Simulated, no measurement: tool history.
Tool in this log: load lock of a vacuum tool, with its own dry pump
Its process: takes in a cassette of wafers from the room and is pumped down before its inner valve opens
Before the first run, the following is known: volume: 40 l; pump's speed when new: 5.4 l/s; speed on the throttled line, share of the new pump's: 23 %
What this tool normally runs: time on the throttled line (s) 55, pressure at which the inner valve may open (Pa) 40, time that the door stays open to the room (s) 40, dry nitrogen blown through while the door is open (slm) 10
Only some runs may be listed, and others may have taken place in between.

run	day	time on the throttled line (s)	pressure at which the inner valve may open (Pa)	time that the door stays open to the room (s)	dry nitrogen blown through while the door is open (slm)	incoming humidity of the room's air, %	time from the closed door until the inner valve may open (s)	rise of the pressure with all valves shut (Pa/min)
1	0.000	55	40	40	10	46.0	102.0	0.157
2	3.646	46	40	40	10	43.0	95.8	0.157
3	7.604	46	32	40	10	43.1	96.8	0.159
4	10.729	46	32	40	10	46.1	97.7	0.159
5	14.492	46	32	40	10	45.8	97.6	0.160
6	18.046	46	32	40	10	44.7	97.3	0.164
7	21.392	55	40	40	16	45.8	102.1	0.158
8	25.658	55	40	40	10	45.2	102.8	0.169
9	29.758	55	40	40	10	44.4	102.7	0.171
10	33.262	48	40	84	10	48.8	96.8	0.197
11	37.225	48	40	84	10	45.7	98.2	0.195
12	39.708	48	53	220	10	42.6	95.0	0.221

The next listed run, before its measurement:
13	43.021	55	35	40	10	44.5	?	?

Run 13 yielded time from the closed door until the inner valve may open (s) 103.3, rise of the pressure with all valves shut (Pa/min) 0.169.
Minus the tool's unlogged condition, the same run would have read time from the closed door until the inner valve may open (s) 101.8, rise of the pressure with all valves shut (Pa/min) 0.048.
